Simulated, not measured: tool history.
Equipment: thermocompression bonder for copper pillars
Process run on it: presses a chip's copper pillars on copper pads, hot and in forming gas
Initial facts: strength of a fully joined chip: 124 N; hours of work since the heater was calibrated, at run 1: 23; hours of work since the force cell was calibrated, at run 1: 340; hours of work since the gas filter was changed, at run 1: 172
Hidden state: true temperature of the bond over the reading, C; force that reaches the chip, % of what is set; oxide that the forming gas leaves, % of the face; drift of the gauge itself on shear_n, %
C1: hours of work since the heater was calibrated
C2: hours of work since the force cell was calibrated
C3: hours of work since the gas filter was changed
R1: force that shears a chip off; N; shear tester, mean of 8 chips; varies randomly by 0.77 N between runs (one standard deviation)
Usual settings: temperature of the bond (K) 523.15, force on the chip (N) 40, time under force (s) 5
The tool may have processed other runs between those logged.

run 1 hour=0.0 | temperature_of_the_bond_(K)=523.15 force_on_the_chip_(N)=40 time_under_force_(s)=5 | C1=23 C2=340 C3=172 | R1=74.8
run 2 hour=20.4 | temperature_of_the_bond_(K)=523.15 force_on_the_chip_(N)=40 time_under_force_(s)=5 | C1=33 C2=350 C3=182 | R1=75.6
run 3 hour=44.5 | temperature_of_the_bond_(K)=523.15 force_on_the_chip_(N)=40 time_under_force_(s)=5 | C1=45 C2=361 C3=194 | R1=75.6
run 4 hour=67.0 | temperature_of_the_bond_(K)=523.15 force_on_the_chip_(N)=40 time_under_force_(s)=5 | C1=56 C2=372 C3=205 | R1=74.8
run 5 hour=82.4 | temperature_of_the_bond_(K)=523.15 force_on_the_chip_(N)=40 time_under_force_(s)=3 | C1=64 C2=380 C3=212 | R1=64.4
run 6 hour=103.4 | temperature_of_the_bond_(K)=523.15 force_on_the_chip_(N)=40 time_under_force_(s)=3 | C1=74 C2=390 C3=223 | R1=62.7
run 7 hour=118.3 | temperature_of_the_bond_(K)=523.15 force_on_the_chip_(N)=40 time_under_force_(s)=3 | C1=81 C2=397 C3=230 | R1=63.9
run 8 hour=132.4 | temperature_of_the_bond_(K)=523.15 force_on_the_chip_(N)=40 time_under_force_(s)=3 | C1=88 C2=404 C3=237 | R1=62.5
run 9 hour=160.3 | temperature_of_the_bond_(K)=523.15 force_on_the_chip_(N)=40 time_under_force_(s)=3 | C1=102 C2=418 C3=250 | R1=63.0
run 10 hour=185.1 | temperature_of_the_bond_(K)=523.15 force_on_the_chip_(N)=40 time_under_force_(s)=5 | C1=114 C2=430 C3=263 | R1=72.9
run 11 hour=209.5 | temperature_of_the_bond_(K)=523.15 force_on_the_chip_(N)=40 time_under_force_(s)=5 | C1=126 C2=442 C3=274 | R1=74.3
run 12 hour=233.2 | temperature_of_the_bond_(K)=518.15 force_on_the_chip_(N)=40 time_under_force_(s)=5 | C1=137 C2=454 C3=286 | R1=68.6
run 13 hour=248.8 | temperature_of_the_bond_(K)=523.15 force_on_the_chip_(N)=40 time_under_force_(s)=5 | C1=145 C2=461 C3=294 | R1=73.9
run 14 hour=268.9 | temperature_of_the_bond_(K)=523.15 force_on_the_chip_(N)=40 time_under_force_(s)=5 | C1=155 C2=471 C3=303 | R1=73.2
run 15 hour=295.7 | temperature_of_the_bond_(K)=523.15 force_on_the_chip_(N)=40 time_under_force_(s)=5 | C1=168 C2=484 C3=317 | R1=72.0
run 16 hour=324.0 | temperature_of_the_bond_(K)=523.15 force_on_the_chip_(N)=40 time_under_force_(s)=5 | C1=181 C2=498 C3=330 | R1=71.9
run 17 hour=348.0 | temperature_of_the_bond_(K)=523.15 force_on_the_chip_(N)=40 time_under_force_(s)=5 | C1=193 C2=510 C3=342 | R1=71.7
run 18 hour=374.6 | temperature_of_the_bond_(K)=523.15 force_on_the_chip_(N)=56 time_under_force_(s)=5 | C1=206 C2=522 C3=355 | R1=86.4
run 19 hour=398.4 | temperature_of_the_bond_(K)=523.15 force_on_the_chip_(N)=24 time_under_force_(s)=5 | C1=218 C2=534 C3=367 | R1=48.4
run 20 hour=412.4 | temperature_of_the_bond_(K)=523.15 force_on_the_chip_(N)=24 time_under_force_(s)=5 | C1=225 C2=541 C3=373 | R1=48.3
run 21 hour=426.5 | temperature_of_the_bond_(K)=519.15 force_on_the_chip_(N)=47 time_under_force_(s)=12 | C1=231 C2=548 C3=380 | R1=92.6
-- hour=430.3 heater calibrated with a thermocouple chip
run 22 hour=450.0 | temperature_of_the_bond_(K)=494.15 force_on_the_chip_(N)=47 time_under_force_(s)=7 | C1=10 C2=558 C3=391 | R1=53.8
run 23 hour=471.0 | temperature_of_the_bond_(K)=494.15 force_on_the_chip_(N)=47 time_under_force_(s)=7 | C1=20 C2=568 C3=401 | R1=53.2
-- hour=486.4 forming gas filter changed
run 24 hour=494.8 | temperature_of_the_bond_(K)=522.15 force_on_the_chip_(N)=52 time_under_force_(s)=6 | C1=31 C2=580 C3=4 | R1=89.7
run 25 hour=517.8 | temperature_of_the_bond_(K)=523.15 force_on_the_chip_(N)=34 time_under_force_(s)=5 | C1=42 C2=591 C3=15 | R1=64.9
run 26 hour=530.9 | temperature_of_the_bond_(K)=523.15 force_on_the_chip_(N)=40 time_under_force_(s)=3 | C1=49 C2=598 C3=22 | R1=61.1
run 27 hour=542.8 | temperature_of_the_bond_(K)=531.15 force_on_the_chip_(N)=54 time_under_force_(s)=12 | C1=55 C2=603 C3=28 | R1=110.5
run 28 hour=556.9 | temperature_of_the_bond_(K)=550.15 force_on_the_chip_(N)=40 time_under_force_(s)=5 | C1=61 C2=610 C3=34 | R1=99.1
run 29 hour=575.6 | temperature_of_the_bond_(K)=523.15 force_on_the_chip_(N)=48 time_under_force_(s)=6 | C1=71 C2=619 C3=44 | R1=87.2
-- hour=582.1 heater calibrated with a thermocouple chip, once more
run 30 hour=599.4 | temperature_of_the_bond_(K)=523.15 force_on_the_chip_(N)=48 time_under_force_(s)=6 | C1=8 C2=630 C3=54 | R1=91.8
run 31 hour=616.4 | temperature_of_the_bond_(K)=540.15 force_on_the_chip_(N)=28 time_under_force_(s)=3 | C1=17 C2=638 C3=62 | R1=67.1
run 32 hour=638.7 | temperature_of_the_bond_(K)=540.15 force_on_the_chip_(N)=39 time_under_force_(s)=4 | C1=28 C2=649 C3=73 | R1=89.1
run 33 hour=653.7 | temperature_of_the_bond_(K)=529.15 force_on_the_chip_(N)=33 time_under_force_(s)=9 | C1=35 C2=656 C3=81 | R1=88.0
run 34 hour=667.8 | temperature_of_the_bond_(K)=527.15 force_on_the_chip_(N)=26 time_under_force_(s)=9 | C1=42 C2=663 C3=88 | R1=74.3
run 35 hour=688.5 | temperature_of_the_bond_(K)=500.15 force_on_the_chip_(N)=55 time_under_force_(s)=8 | C1=52 C2=673 C3=98 | R1=79.4
run 36 hour=704.9 | temperature_of_the_bond_(K)=502.15 force_on_the_chip_(N)=39 time_under_force_(s)=14 | C1=60 C2=681 C3=106 | R1=76.8
run 37 hour=720.9 | temperature_of_the_bond_(K)=502.15 force_on_the_chip_(N)=39 time_under_force_(s)=14 | C1=68 C2=689 C3=113 | R1=75.4
run 38 hour=739.4 | temperature_of_the_bond_(K)=505.15 force_on_the_chip_(N)=38 time_under_force_(s)=3 | C1=77 C2=698 C3=122 | R1=46.0
run 39 hour=758.1 | temperature_of_the_bond_(K)=513.15 force_on_the_chip_(N)=27 time_under_force_(s)=12 | C1=86 C2=707 C3=132 | R1=66.7
run 40 hour=785.0 | temperature_of_the_bond_(K)=498.15 force_on_the_chip_(N)=27 time_under_force_(s)=12 | C1=99 C2=720 C3=145 | R1=51.7

What differs in the tool's unlogged condition from the final listed run ahead of each entry between runs to the first listed run following it?
In the gap between runs 21 and 22: heater calibrated with a thermocouple chip (hour 430.3)
  true temperature of the bond over the reading, C: -3.3 -> -5.3; force that reaches the chip, % of what is set: 95.8 -> 95.7; oxide that the forming gas leaves, % of the face: 6.95 -> 7.13
  measured less the result without the state, R1: -11.1 -> -11.8 N
In the gap between runs 23 and 24: forming gas filter changed (hour 486.4)
  true temperature of the bond over the reading, C: -5.3 -> -5.4; force that reaches the chip, % of what is set: 95.7 -> 95.6; oxide that the forming gas leaves, % of the face: 7.32 -> 0.71
  measured less the result without the state, R1: -12.1 -> -7.7 N
In the gap between runs 29 and 30: heater calibrated with a thermocouple chip, once more (hour 582.1)
  true temperature of the bond over the reading, C: -5.7 -> 0.2; force that reaches the chip, % of what is set: 95.4 -> 95.3; oxide that the forming gas leaves, % of the face: 1.37 -> 1.56
  measured less the result without the state, R1: -8.9 -> -3.0 N
